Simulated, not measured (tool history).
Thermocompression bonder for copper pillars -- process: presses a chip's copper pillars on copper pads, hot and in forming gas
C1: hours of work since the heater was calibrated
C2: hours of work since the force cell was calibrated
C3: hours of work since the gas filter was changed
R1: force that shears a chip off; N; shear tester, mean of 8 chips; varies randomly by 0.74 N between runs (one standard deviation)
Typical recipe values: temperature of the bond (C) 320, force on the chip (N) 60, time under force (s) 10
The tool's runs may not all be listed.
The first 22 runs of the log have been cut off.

Run 23, hour 445.2: usual settings but force on the chip (N) 41, time under force (s) 8; C1 1076; C2 1008; C3 206. Result: R1 60.2 N.
Run 24, hour 463.7: usual settings but force on the chip (N) 83; C1 1090; C2 1022; C3 220. Result: R1 97.7 N.
Run 25, hour 488.0: usual settings but force on the chip (N) 83; C1 1109; C2 1041; C3 238. Result: R1 97.0 N.
Run 26, hour 514.3: usual settings but force on the chip (N) 69; C1 1128; C2 1060; C3 258. Result: R1 88.2 N.
Run 27, hour 537.1: usual settings but force on the chip (N) 69; C1 1145; C2 1077; C3 275. Result: R1 88.3 N.
Run 28, hour 551.4: usual settings but temperature of the bond (C) 338, force on the chip (N) 69, time under force (s) 19; C1 1156; C2 1088; C3 286. Result: R1 115.6 N.
Run 29, hour 578.1: usual settings but temperature of the bond (C) 310, force on the chip (N) 69, time under force (s) 9; C1 1176; C2 1108; C3 306. Result: R1 78.7 N.
Run 30, hour 593.8: usual settings but temperature of the bond (C) 350, force on the chip (N) 45, time under force (s) 11; C1 1188; C2 1120; C3 317. Result: R1 87.4 N.
Run 31, hour 613.2: usual settings but temperature of the bond (C) 350, force on the chip (N) 45, time under force (s) 11; C1 1202; C2 1134; C3 332. Result: R1 88.8 N.
Run 32, hour 634.8: usual settings but temperature of the bond (C) 350, force on the chip (N) 45, time under force (s) 11; C1 1219; C2 1151; C3 348. Result: R1 88.5 N.
Run 33, hour 650.1: usual settings but temperature of the bond (C) 341, force on the chip (N) 64; C1 1230; C2 1162; C3 360. Result: R1 96.0 N.
Run 34, hour 672.7: usual settings but temperature of the bond (C) 341, force on the chip (N) 66, time under force (s) 9; C1 1247; C2 1179; C3 376. Result: R1 93.8 N.
Run 35, hour 698.0: usual settings but temperature of the bond (C) 341, force on the chip (N) 66, time under force (s) 9; C1 1266; C2 1198; C3 395. Result: R1 93.6 N.
Run 36, hour 720.2: usual settings but temperature of the bond (C) 303, force on the chip (N) 66, time under force (s) 5; C1 1283; C2 1215; C3 412. Result: R1 57.4 N.
Run 37, hour 733.7: usual settings but temperature of the bond (C) 346, time under force (s) 14; C1 1293; C2 1225; C3 422. Result: R1 103.0 N.
At hour 740.9: forming gas filter changed.
Run 38, hour 750.0: usual settings but temperature of the bond (C) 312, time under force (s) 9; C1 1305; C2 1237; C3 7. Result: R1 77.0 N.
Run 39, hour 778.9: usual settings but temperature of the bond (C) 312, force on the chip (N) 71, time under force (s) 9; C1 1326; C2 1258; C3 28. Result: R1 84.9 N.
Run 40, hour 802.3: usual settings but temperature of the bond (C) 312, force on the chip (N) 71, time under force (s) 9; C1 1344; C2 1276; C3 46. Result: R1 84.4 N.
Run 41, hour 830.0: usual settings but temperature of the bond (C) 312, force on the chip (N) 71, time under force (s) 9; C1 1365; C2 1296; C3 67. Result: R1 84.7 N.

Here are 3 independent what-if runs from the current tool condition. What would each one return?
Run A, hour 844.7: usual settings but temperature of the bond (C) 295; C1 1376; C2 1308; C3 78. Result: R1 ?.
Run B, hour 844.7: usual settings but temperature of the bond (C) 336, force on the chip (N) 87, time under force (s) 25; C1 1376; C2 1308; C3 78. Result: R1 ?.
Run C, hour 844.7: usual settings but temperature of the bond (C) 290, force on the chip (N) 59, time under force (s) 9; C1 1376; C2 1308; C3 78. Result: R1 ?.

run     R1
  A   66.6
  B  133.0
  C   61.1
Take away the tool's hidden state, keep each run's random variation, and the runs would have read:
run     R1
  A   71.8
  B  137.5
  C   66.1
